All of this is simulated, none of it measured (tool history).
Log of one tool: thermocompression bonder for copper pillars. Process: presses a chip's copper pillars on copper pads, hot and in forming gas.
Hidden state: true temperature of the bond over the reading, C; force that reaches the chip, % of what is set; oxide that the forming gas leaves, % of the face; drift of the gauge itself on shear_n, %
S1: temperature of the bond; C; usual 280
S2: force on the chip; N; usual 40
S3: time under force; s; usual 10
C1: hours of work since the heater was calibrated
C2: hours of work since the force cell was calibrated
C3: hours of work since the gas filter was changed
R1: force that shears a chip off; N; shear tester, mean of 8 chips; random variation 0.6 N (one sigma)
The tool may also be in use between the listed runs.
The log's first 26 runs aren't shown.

run,hour,S1,S2,S3,C1,C2,C3,R1
27,265.1,305,43,11,313,183,105,77.4
28,276.5,307,28,12,317,188,110,67.8
29,285.7,259,29,12,321,191,114,48.7
30,299.1,281,29,7,326,197,119,49.7
31,306.8,281,29,7,329,200,122,49.6
32,314.5,281,54,7,332,203,125,68.6
33,328.4,277,40,10,338,208,131,64.6
34,337.1,277,54,10,342,212,134,73.2
35,348.9,280,55,10,346,217,139,74.1
36,362.7,263,31,10,352,222,145,50.7
37,371.1,263,31,10,355,226,148,49.8
# hour 383.9: forming gas filter changed
38,383.9,291,55,8,360,231,0,75.0

The next listed run, before its measurement:
39,393.3,291,43,8,364,234,4,?

R1: 68.4 N
Without the tool's hidden state the same run would have given R1 68.4 N.

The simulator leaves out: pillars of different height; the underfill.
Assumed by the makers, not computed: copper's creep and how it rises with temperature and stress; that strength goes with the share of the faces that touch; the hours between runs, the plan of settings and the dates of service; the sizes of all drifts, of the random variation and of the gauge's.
